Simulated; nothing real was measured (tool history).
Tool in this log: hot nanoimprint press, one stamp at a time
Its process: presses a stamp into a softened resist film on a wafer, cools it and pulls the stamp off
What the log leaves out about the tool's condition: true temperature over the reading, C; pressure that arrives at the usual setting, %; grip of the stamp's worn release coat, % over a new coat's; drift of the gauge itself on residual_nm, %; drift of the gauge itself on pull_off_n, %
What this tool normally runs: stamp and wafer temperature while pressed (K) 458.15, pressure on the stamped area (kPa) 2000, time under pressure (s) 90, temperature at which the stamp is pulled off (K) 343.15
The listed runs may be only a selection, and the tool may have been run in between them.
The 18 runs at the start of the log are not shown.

run,day,stamp and wafer temperature while pressed (K),pressure on the stamped area (kPa),time under pressure (s),temperature at which the stamp is pulled off (K),hours of work since the thermocouple was calibrated,imprints on the stamp's release coat,hours of work since the press's seals were changed,resist left under the stamp's widest pad (nm),greatest force while the stamp is pulled off (N)
19,30.804,451.15,2260,81,346.15,34,114,671,447.4,86
20,32.517,449.15,2260,129,346.15,52,197,688,405.3,95
21,33.658,454.15,1340,88,329.15,63,252,699,482.4,116
22,35.862,454.15,1340,88,329.15,85,359,721,479.4,114
23,37.788,466.15,1380,158,343.15,104,453,741,299.2,95
24,39.671,466.15,1380,158,343.15,123,544,759,299.5,98
25,41.438,465.15,1380,158,343.15,141,630,777,305.1,97
26,43.079,469.15,2200,124,340.15,157,709,793,247.9,103
27,44.317,469.15,2380,53,340.15,169,769,806,335.1,107
28,45.775,470.15,2230,53,340.15,184,840,820,336.6,104
29,47.004,470.15,2230,53,340.15,196,899,833,337.1,105
30,48.171,470.15,2230,53,340.15,208,956,844,337.8,110
31,49.446,470.15,2230,53,340.15,221,1018,857,336.4,106

What if the next run were any one of these 3? Each begins from the tool's condition after run 31:
A,50.912,470.15,2230,115,340.15,235,1089,872,?,?
B,50.912,470.15,1230,53,340.15,235,1089,872,?,?
C,50.912,465.15,2000,90,343.15,235,1089,872,?,?

run,resist left under the stamp's widest pad (nm),greatest force while the stamp is pulled off (N)
A,248.4,109
B,416.5,113
C,322.6,108
Without the tool's unlogged condition, the same runs would have read:
run,resist left under the stamp's widest pad (nm),greatest force while the stamp is pulled off (N)
A,242.9,94
B,414.6,97
C,317.5,94
